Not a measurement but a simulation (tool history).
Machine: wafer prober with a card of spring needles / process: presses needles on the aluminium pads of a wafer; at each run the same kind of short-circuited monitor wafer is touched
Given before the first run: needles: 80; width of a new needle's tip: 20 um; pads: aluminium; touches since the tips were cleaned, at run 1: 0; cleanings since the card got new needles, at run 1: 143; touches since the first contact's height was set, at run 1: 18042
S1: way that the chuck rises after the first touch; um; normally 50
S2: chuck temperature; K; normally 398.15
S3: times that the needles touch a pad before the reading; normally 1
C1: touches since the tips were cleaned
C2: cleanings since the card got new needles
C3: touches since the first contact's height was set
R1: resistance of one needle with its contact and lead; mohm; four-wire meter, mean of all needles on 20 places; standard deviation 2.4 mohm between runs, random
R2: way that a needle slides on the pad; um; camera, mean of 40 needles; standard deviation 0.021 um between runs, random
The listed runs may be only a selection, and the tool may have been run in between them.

| run | day | S1 | S2 | S3 | C1 | C2 | C3 | R1 | R2 |
|---|---|---|---|---|---|---|---|---|---|
| 1 | 0 | 50 | 398.15 | 1 | 0 | 143 | 18042 | 289 | 11.69 |
|  | 0.729 | tips cleaned on abrasive film |
|  | 1.408 | tips cleaned on abrasive film |
|  | 2.242 | tips cleaned on abrasive film |
| 2 | 2.488 | 50 | 398.15 | 1 | 2677 | 146 | 44833 | 353 | 11.65 |
|  | 2.946 | tips cleaned on abrasive film |
|  | 3.7 | tips cleaned on abrasive film |
| 3 | 3.817 | 50 | 302.15 | 1 | 1289 | 148 | 59128 | 297 | 11.66 |
|  | 4.392 | tips cleaned on abrasive film |
|  | 5.167 | tips cleaned on abrasive film |
|  | 5.971 | tips cleaned on abrasive film |
| 4 | 6.008 | 50 | 348.15 | 1 | 399 | 151 | 82713 | 275 | 11.65 |
|  | 6.762 | tips cleaned on abrasive film |
|  | 7.483 | tips cleaned on abrasive film |
|  | 8.167 | tips cleaned on abrasive film |
| 5 | 8.312 | 50 | 398.15 | 1 | 1586 | 154 | 107503 | 329 | 11.56 |
|  | 8.979 | tips cleaned on abrasive film |
|  | 9.712 | tips cleaned on abrasive film |
| 6 | 9.875 | 50 | 398.15 | 1 | 1731 | 156 | 124325 | 320 | 11.59 |
|  | 10.538 | tips cleaned on abrasive film |
|  | 11.346 | tips cleaned on abrasive film |
|  | 11.8 | height of the first contact set anew |
| 7 | 11.8 | 49 | 398.15 | 1 | 4737 | 158 | 0 | 398 | 11.45 |
|  | 12.142 | tips cleaned on abrasive film |
|  | 12.912 | tips cleaned on abrasive film |
|  | 13.708 | tips cleaned on abrasive film |
| 8 | 13.733 | 50 | 398.15 | 1 | 265 | 161 | 20826 | 288 | 11.69 |
|  | 14.5 | tips cleaned on abrasive film |
| 9 | 15.129 | 50 | 398.15 | 1 | 6803 | 162 | 35853 | 418 | 11.67 |
|  | 15.25 | tips cleaned on abrasive film |
|  | 15.992 | tips cleaned on abrasive film |
|  | 16.779 | tips cleaned on abrasive film |
| 10 | 17.262 | 50 | 398.15 | 1 | 5233 | 165 | 58821 | 394 | 11.64 |
|  | 17.604 | tips cleaned on abrasive film |
|  | 18.283 | tips cleaned on abrasive film |
| 11 | 18.85 | 50 | 398.15 | 1 | 6128 | 167 | 75932 | 407 | 11.62 |
|  | 18.979 | tips cleaned on abrasive film |
|  | 19.75 | tips cleaned on abrasive film |
| 12 | 20.158 | 50 | 398.15 | 1 | 4405 | 169 | 89982 | 373 | 11.62 |
|  | 20.483 | tips cleaned on abrasive film |
|  | 21.238 | tips cleaned on abrasive film |
|  | 21.954 | tips cleaned on abrasive film |
| 13 | 22.433 | 50 | 319.15 | 1 | 5179 | 172 | 114458 | 391 | 11.59 |
|  | 22.712 | tips cleaned on abrasive film |
|  | 23.496 | tips cleaned on abrasive film |
|  | 24.262 | tips cleaned on abrasive film |
| 14 | 24.825 | 50 | 319.15 | 1 | 6097 | 175 | 140209 | 413 | 11.55 |
|  | 24.971 | tips cleaned on abrasive film |
|  | 25.304 | height of the first contact set anew |
|  | 25.783 | tips cleaned on abrasive film |
|  | 26.583 | tips cleaned on abrasive film |
| 15 | 27.121 | 50 | 319.15 | 1 | 5815 | 178 | 19573 | 392 | 11.68 |
|  | 27.292 | tips cleaned on abrasive film |
|  | 28.046 | tips cleaned on abrasive film |
|  | 28.879 | tips cleaned on abrasive film |
| 16 | 28.888 | 50 | 300.15 | 1 | 118 | 181 | 38582 | 265 | 11.65 |
|  | 29.708 | tips cleaned on abrasive film |
| 17 | 30.325 | 50 | 300.15 | 1 | 6641 | 182 | 54070 | 409 | 11.61 |
|  | 30.496 | tips cleaned on abrasive film |
|  | 31.279 | tips cleaned on abrasive film |
|  | 32.075 | tips cleaned on abrasive film |
|  | 32.875 | tips cleaned on abrasive film |
| 18 | 32.917 | 68 | 300.15 | 2 | 443 | 186 | 81945 | 247 | 15.84 |
|  | 33.596 | tips cleaned on abrasive film |
|  | 34.279 | tips cleaned on abrasive film |
| 19 | 34.688 | 68 | 300.15 | 2 | 4453 | 188 | 101042 | 283 | 15.79 |
|  | 35.004 | tips cleaned on abrasive film |
|  | 35.733 | tips cleaned on abrasive film |
|  | 36.483 | tips cleaned on abrasive film |
| 20 | 36.838 | 68 | 300.15 | 2 | 3820 | 191 | 124147 | 277 | 15.77 |
|  | 37.179 | tips cleaned on abrasive film |
|  | 37.983 | tips cleaned on abrasive film |
|  | 38.783 | tips cleaned on abrasive film |
|  | 38.796 | height of the first contact set anew |
| 21 | 38.858 | 42 | 309.15 | 1 | 679 | 194 | 679 | 298 | 9.83 |
|  | 39.604 | tips cleaned on abrasive film |
|  | 40.392 | tips cleaned on abrasive film |
|  | 41.167 | tips cleaned on abrasive film |
| 22 | 41.362 | 42 | 309.15 | 1 | 2144 | 197 | 27657 | 367 | 9.8 |
|  | 41.975 | tips cleaned on abrasive film |
|  | 42.754 | tips cleaned on abrasive film |
|  | 43.525 | tips cleaned on abrasive film |
| 23 | 43.542 | 55 | 358.15 | 1 | 169 | 200 | 51067 | 273 | 12.83 |
|  | 44.221 | tips cleaned on abrasive film |
| 24 | 44.704 | 36 | 398.15 | 1 | 5231 | 201 | 63613 | 532 | 8.4 |
|  | 44.992 | tips cleaned on abrasive film |
|  | 45.742 | tips cleaned on abrasive film |
|  | 46.554 | tips cleaned on abrasive film |
| 25 | 46.917 | 36 | 302.15 | 1 | 3921 | 204 | 87419 | 484 | 8.35 |
|  | 47.258 | tips cleaned on abrasive film |
|  | 48.004 | tips cleaned on abrasive film |
| 26 | 48.675 | 63 | 355.15 | 3 | 7226 | 206 | 106349 | 287 | 14.65 |
|  | 48.846 | tips cleaned on abrasive film |
|  | 49.638 | tips cleaned on abrasive film |
|  | 50.45 | tips cleaned on abrasive film |
| 27 | 51.075 | 50 | 307.15 | 3 | 6787 | 209 | 132230 | 310 | 11.57 |

Branching from run 27: 5 alternative next runs. What would each branch give?
|  | 51.25 | tips cleaned on abrasive film |
|  | 52.071 | tips cleaned on abrasive film |
|  | 52.254 | height of the first contact set anew |
|  | 52.921 | tips cleaned on abrasive film |
| A | 53.204 | 51 | 398.15 | 1 | 3082 | 212 | 10265 | ? | ? |
|  | 51.25 | tips cleaned on abrasive film |
|  | 52.071 | tips cleaned on abrasive film |
|  | 52.254 | height of the first contact set anew |
|  | 52.921 | tips cleaned on abrasive film |
| B | 53.204 | 60 | 310.15 | 1 | 3082 | 212 | 10265 | ? | ? |
|  | 51.25 | tips cleaned on abrasive film |
|  | 52.071 | tips cleaned on abrasive film |
|  | 52.254 | height of the first contact set anew |
|  | 52.921 | tips cleaned on abrasive film |
| C | 53.204 | 66 | 367.15 | 3 | 3082 | 212 | 10265 | ? | ? |
|  | 51.25 | tips cleaned on abrasive film |
|  | 52.071 | tips cleaned on abrasive film |
|  | 52.254 | height of the first contact set anew |
|  | 52.921 | tips cleaned on abrasive film |
| D | 53.204 | 50 | 347.15 | 2 | 3082 | 212 | 10265 | ? | ? |
|  | 51.25 | tips cleaned on abrasive film |
|  | 52.071 | tips cleaned on abrasive film |
|  | 52.254 | height of the first contact set anew |
|  | 52.921 | tips cleaned on abrasive film |
| E | 53.204 | 33 | 398.15 | 1 | 3082 | 212 | 10265 | ? | ? |

| run | R1 | R2 |
|---|---|---|
| A | 359 | 11.91 |
| B | 321 | 14.11 |
| C | 275 | 15.42 |
| D | 322 | 11.69 |
| E | 508 | 7.71 |
With the hidden condition removed and each run's random variation left untouched, the same runs would have given:
| run | R1 | R2 |
|---|---|---|
| A | 265 | 11.92 |
| B | 240 | 14.12 |
| C | 250 | 15.43 |
| D | 256 | 11.7 |
| E | 289 | 7.73 |

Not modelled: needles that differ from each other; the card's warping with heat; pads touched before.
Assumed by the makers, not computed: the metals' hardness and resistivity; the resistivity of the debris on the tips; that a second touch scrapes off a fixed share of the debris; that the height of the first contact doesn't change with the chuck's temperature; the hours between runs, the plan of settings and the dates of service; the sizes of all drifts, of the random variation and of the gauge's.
